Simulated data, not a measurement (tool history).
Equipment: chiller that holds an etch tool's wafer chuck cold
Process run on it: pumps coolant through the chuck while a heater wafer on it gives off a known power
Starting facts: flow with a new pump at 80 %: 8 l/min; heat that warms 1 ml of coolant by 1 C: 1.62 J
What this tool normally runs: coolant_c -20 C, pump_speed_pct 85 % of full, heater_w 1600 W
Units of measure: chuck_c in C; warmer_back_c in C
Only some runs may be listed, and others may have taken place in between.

| run | day | coolant_c | pump_speed_pct | heater_w | chuck_c | warmer_back_c |
|---|---|---|---|---|---|---|
| 1 | 0.000 | -20 | 85 | 1600 | -3.1 | 7.18 |
| 2 | 6.008 | -20 | 85 | 1600 | -2.8 | 7.15 |
| 3 | 9.933 | -20 | 85 | 912 | -10.6 | 4.09 |
| 4 | 16.229 | -20 | 85 | 912 | -10.3 | 4.08 |
| 5 | 21.696 | -20 | 85 | 912 | -10.3 | 4.10 |
| 6 | 25.354 | -20 | 85 | 912 | -10.2 | 4.12 |
| 7 | 31.596 | -20 | 85 | 1600 | -2.4 | 7.28 |
| 8 | 35.904 | -20 | 85 | 1600 | -2.6 | 7.23 |
| 9 | 39.254 | -20 | 63 | 1600 | 3.0 | 9.87 |
| 10 | 42.942 | -20 | 89 | 1600 | -3.0 | 6.92 |
| 11 | 46.438 | -23 | 60 | 2129 | 9.5 | 13.91 |
| 12 | 51.183 | -19 | 85 | 1600 | -1.2 | 7.32 |
| 13 | 54.146 | -19 | 85 | 1600 | -1.2 | 7.32 |
| 14 | 57.708 | -26 | 95 | 1600 | -9.7 | 6.49 |
|  | 58.092 | chiller's thermometer calibrated |
| 15 | 60.392 | -26 | 95 | 1600 | -9.7 | 6.58 |
| 16 | 64.975 | -20 | 78 | 2029 | 4.8 | 10.17 |
| 17 | 69.054 | -20 | 78 | 2029 | 5.0 | 10.18 |
|  | 69.562 | chiller's thermometer calibrated, once more |
| 18 | 74.896 | -25 | 97 | 2190 | -2.2 | 8.76 |
| 19 | 80.008 | -25 | 97 | 2190 | -2.1 | 8.76 |
| 20 | 85.554 | -20 | 71 | 1600 | 2.3 | 8.84 |

Below are 3 alternative next runs, each starting from the tool's condition after run 20. Predict each:
| A | 90.938 | -20 | 85 | 972 | ? | ? |
| B | 90.938 | -14 | 78 | 832 | ? | ? |
| C | 90.938 | -20 | 71 | 1600 | ? | ? |

| run | chuck_c | warmer_back_c |
|---|---|---|
| A | -8.5 | 4.43 |
| B | -3.3 | 4.13 |
| C | 2.4 | 8.88 |
Without the tool's unlogged condition, the same runs would have read:
| run | chuck_c | warmer_back_c |
|---|---|---|
| A | -10.1 | 4.18 |
| B | -4.7 | 3.90 |
| C | -0.8 | 8.38 |

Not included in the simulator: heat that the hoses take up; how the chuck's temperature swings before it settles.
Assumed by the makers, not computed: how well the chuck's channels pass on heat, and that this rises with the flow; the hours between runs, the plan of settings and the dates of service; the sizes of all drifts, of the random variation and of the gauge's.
